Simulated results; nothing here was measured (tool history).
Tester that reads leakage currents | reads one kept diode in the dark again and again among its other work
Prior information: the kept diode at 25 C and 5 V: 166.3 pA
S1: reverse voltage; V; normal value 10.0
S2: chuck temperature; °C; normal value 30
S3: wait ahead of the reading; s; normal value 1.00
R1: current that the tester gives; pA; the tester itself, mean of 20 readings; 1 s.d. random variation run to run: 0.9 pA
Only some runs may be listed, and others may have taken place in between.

{"run": 1, "hour": 0.0, "S1": 10.0, "S2": 30, "S3": 1.0, "R1": 299.83}
{"hour": 141.1, "done": "probe card cleaned and baked"}
{"run": 2, "hour": 151.4, "S1": 10.0, "S2": 30, "S3": 1.0, "R1": 301.39}
{"run": 3, "hour": 285.5, "S1": 10.0, "S2": 30, "S3": 1.0, "R1": 300.23}
{"run": 4, "hour": 372.4, "S1": 10.0, "S2": 30, "S3": 1.0, "R1": 299.91}
{"run": 5, "hour": 503.1, "S1": 10.0, "S2": 30, "S3": 1.0, "R1": 300.75}
{"run": 6, "hour": 613.4, "S1": 10.0, "S2": 30, "S3": 1.0, "R1": 298.98}
{"run": 7, "hour": 733.5, "S1": 18.9, "S2": 30, "S3": 1.0, "R1": 369.71}
{"run": 8, "hour": 864.1, "S1": 10.0, "S2": 30, "S3": 5.85, "R1": 298.47}
{"run": 9, "hour": 977.2, "S1": 7.1, "S2": 30, "S3": 1.0, "R1": 268.95}
{"hour": 1092.2, "done": "chuck's temperature calibrated"}
{"run": 10, "hour": 1129.1, "S1": 10.0, "S2": 26, "S3": 1.0, "R1": 225.17}
{"run": 11, "hour": 1251.9, "S1": 3.2, "S2": 30, "S3": 1.0, "R1": 207.61}
{"run": 12, "hour": 1325.3, "S1": 10.0, "S2": 30, "S3": 1.0, "R1": 299.01}
{"run": 13, "hour": 1437.0, "S1": 10.0, "S2": 30, "S3": 1.0, "R1": 300.19}
{"run": 14, "hour": 1579.3, "S1": 10.0, "S2": 41, "S3": 1.0, "R1": 637.19}
{"run": 15, "hour": 1741.9, "S1": 10.0, "S2": 41, "S3": 1.0, "R1": 635.36}
{"run": 16, "hour": 1841.4, "S1": 14.9, "S2": 57, "S3": 1.32, "R1": 1983.73}
{"run": 17, "hour": 1918.6, "S1": 6.1, "S2": 20, "S3": 2.82, "R1": 122.76}
{"run": 18, "hour": 1999.7, "S1": 4.9, "S2": 50, "S3": 1.08, "R1": 895.66}
{"run": 19, "hour": 2089.2, "S1": 10.0, "S2": 24, "S3": 9.36, "R1": 193.53}
{"run": 20, "hour": 2246.8, "S1": 2.5, "S2": 21, "S3": 8.14, "R1": 98.85}
{"run": 21, "hour": 2383.7, "S1": 2.5, "S2": 36, "S3": 2.2, "R1": 292.16}
{"run": 22, "hour": 2517.9, "S1": 10.0, "S2": 23, "S3": 1.0, "R1": 182.07}
{"run": 23, "hour": 2634.9, "S1": 10.0, "S2": 23, "S3": 1.0, "R1": 181.13}
{"run": 24, "hour": 2759.9, "S1": 1.4, "S2": 26, "S3": 1.0, "R1": 119.64}
{"run": 25, "hour": 2872.4, "S1": 10.0, "S2": 36, "S3": 4.5, "R1": 452.81}
{"hour": 3000.3, "done": "chuck's temperature calibrated"}
{"run": 26, "hour": 3000.3, "S1": 10.0, "S2": 36, "S3": 4.5, "R1": 453.35}
{"run": 27, "hour": 3166.8, "S1": 9.6, "S2": 36, "S3": 5.3, "R1": 446.13}

4 ways to go on from here, each from the tool as it stands after run 27. What would each give?
{"run": "A", "hour": 3240.1, "S1": 8.6, "S2": 26, "S3": 1.27, "R1": "?"}
{"run": "B", "hour": 3240.1, "S1": 6.8, "S2": 22, "S3": 2.05, "R1": "?"}
{"run": "C", "hour": 3240.1, "S1": 10.9, "S2": 36, "S3": 2.29, "R1": "?"}
{"run": "D", "hour": 3240.1, "S1": 10.0, "S2": 55, "S3": 0.43, "R1": "?"}

run=A R1=214.68
run=B R1=147.82
run=C R1=464.45
run=D R1=1538.90
What these runs would have given with no unlogged condition in the tool:
run=A R1=214.53
run=B R1=147.71
run=C R1=464.22
run=D R1=1538.44

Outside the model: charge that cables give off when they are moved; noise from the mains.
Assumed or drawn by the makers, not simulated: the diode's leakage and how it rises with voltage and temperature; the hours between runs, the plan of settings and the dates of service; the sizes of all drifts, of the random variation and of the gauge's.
